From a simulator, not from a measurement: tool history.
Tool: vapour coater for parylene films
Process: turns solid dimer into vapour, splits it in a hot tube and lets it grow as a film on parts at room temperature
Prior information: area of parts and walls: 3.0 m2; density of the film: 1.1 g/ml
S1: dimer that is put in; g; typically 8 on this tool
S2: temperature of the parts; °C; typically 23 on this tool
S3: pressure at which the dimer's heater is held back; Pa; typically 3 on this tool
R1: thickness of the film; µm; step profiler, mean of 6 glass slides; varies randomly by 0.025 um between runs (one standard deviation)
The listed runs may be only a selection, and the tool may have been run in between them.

{"run": 1, "hour": 0.0, "S1": 8, "S2": 23, "S3": 3, "R1": 1.54}
{"run": 2, "hour": 54.8, "S1": 8, "S2": 18, "S3": 3, "R1": 1.91}
{"run": 3, "hour": 86.0, "S1": 8, "S2": 18, "S3": 3, "R1": 1.89}
{"run": 4, "hour": 140.0, "S1": 8, "S2": 23, "S3": 3, "R1": 1.51}
{"run": 5, "hour": 197.8, "S1": 8, "S2": 23, "S3": 3, "R1": 1.52}
{"run": 6, "hour": 246.6, "S1": 4, "S2": 23, "S3": 3, "R1": 0.73}
{"run": 7, "hour": 292.6, "S1": 6, "S2": 23, "S3": 3, "R1": 1.11}
{"run": 8, "hour": 319.0, "S1": 8, "S2": 23, "S3": 3, "R1": 1.48}
{"hour": 365.5, "done": "trap's valve overhauled"}
{"run": 9, "hour": 376.7, "S1": 8, "S2": 23, "S3": 3, "R1": 1.73}
{"run": 10, "hour": 408.4, "S1": 8, "S2": 23, "S3": 3, "R1": 1.72}
{"run": 11, "hour": 466.5, "S1": 8, "S2": 23, "S3": 3, "R1": 1.64}
{"run": 12, "hour": 504.9, "S1": 8, "S2": 23, "S3": 3, "R1": 1.66}
{"run": 13, "hour": 559.4, "S1": 13, "S2": 23, "S3": 5.99, "R1": 2.48}
{"run": 14, "hour": 617.0, "S1": 8, "S2": 23, "S3": 11.48, "R1": 1.44}
{"run": 15, "hour": 650.8, "S1": 8, "S2": 23, "S3": 11.48, "R1": 1.45}
{"run": 16, "hour": 681.0, "S1": 8, "S2": 23, "S3": 6.34, "R1": 1.52}
{"run": 17, "hour": 708.3, "S1": 8, "S2": 23, "S3": 6.34, "R1": 1.52}
{"run": 18, "hour": 741.9, "S1": 8, "S2": 23, "S3": 6.34, "R1": 1.52}

Forecast run 19:
{"run": 19, "hour": 788.5, "S1": 4, "S2": 15, "S3": 5.4, "R1": "?"}

Run 19 gave R1 1.14 µm.
The same run, on a tool lacking any hidden state, would have yielded R1 1.25 µm.
